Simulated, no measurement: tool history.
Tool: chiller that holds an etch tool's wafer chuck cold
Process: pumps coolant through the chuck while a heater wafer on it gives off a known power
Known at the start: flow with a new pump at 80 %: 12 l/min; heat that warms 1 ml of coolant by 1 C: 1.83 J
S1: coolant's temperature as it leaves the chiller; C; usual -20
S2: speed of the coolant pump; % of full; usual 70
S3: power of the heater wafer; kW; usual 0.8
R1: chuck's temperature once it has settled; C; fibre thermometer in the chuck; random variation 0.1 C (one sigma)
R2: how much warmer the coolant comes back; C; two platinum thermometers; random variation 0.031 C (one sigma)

| run | hour | S1 | S2 | S3 | R1 | R2 |
|---|---|---|---|---|---|---|
| 1 | 0 | -20 | 70 | 0.8 | -13.2 | 2.57 |
| 2 | 30.4 | -20 | 70 | 0.8 | -13.3 | 2.53 |
| 3 | 52.4 | -20 | 70 | 0.8 | -13.2 | 2.55 |
| 4 | 74.6 | -20 | 70 | 0.8 | -13.4 | 2.58 |
| 5 | 103.1 | -20 | 70 | 0.8 | -13.3 | 2.55 |
| 6 | 120.9 | -20 | 70 | 0.8 | -13.3 | 2.54 |
| 7 | 148 | -20 | 70 | 0.8 | -13.4 | 2.55 |
| 8 | 167.3 | -20 | 70 | 0.8 | -13.1 | 2.53 |
| 9 | 185.2 | -25 | 70 | 0.8 | -18.3 | 2.53 |
| 10 | 206.3 | -20 | 84 | 0.8 | -14 | 2.01 |
| 11 | 230.5 | -20 | 70 | 0.686 | -14.3 | 2.22 |
| 12 | 247.8 | -25 | 63 | 0.8 | -17.8 | 2.89 |
| 13 | 266.5 | -15 | 61 | 1.139 | -4.6 | 4.17 |
| 14 | 290.6 | -15 | 61 | 1.139 | -4.4 | 4.18 |
| 15 | 306.4 | -12 | 77 | 0.807 | -5.8 | 2.36 |
| 16 | 322.7 | -16 | 76 | 0.807 | -9.5 | 2.39 |
| 17 | 352.7 | -21 | 70 | 0.765 | -14.5 | 2.49 |
| 18 | 366.3 | -21 | 70 | 0.765 | -14.6 | 2.44 |
| 19 | 381.1 | -14 | 70 | 0.8 | -7.1 | 2.51 |
| 20 | 394.5 | -25 | 70 | 1.009 | -16.7 | 3.26 |
| 21 | 409.8 | -25 | 70 | 1.009 | -16.5 | 3.23 |

5 ways to go on from here, each from the tool as it stands after run 21. What would each give?
| A | 432.6 | -24 | 77 | 0.8 | ? | ? |
| B | 432.6 | -23 | 74 | 1.043 | ? | ? |
| C | 432.6 | -10 | 70 | 1.159 | ? | ? |
| D | 432.6 | -18 | 74 | 0.545 | ? | ? |
| E | 432.6 | -25 | 86 | 1.009 | ? | ? |

| run | R1 | R2 |
|---|---|---|
| A | -17.8 | 2.25 |
| B | -14.7 | 3.15 |
| C | -0.3 | 3.69 |
| D | -13.6 | 1.63 |
| E | -17.6 | 2.52 |
Without the tool's hidden state the same runs would have given:
| run | R1 | R2 |
|---|---|---|
| A | -17.8 | 2.25 |
| B | -14.7 | 3.15 |
| C | -0.3 | 3.69 |
| D | -13.6 | 1.63 |
| E | -17.6 | 2.52 |
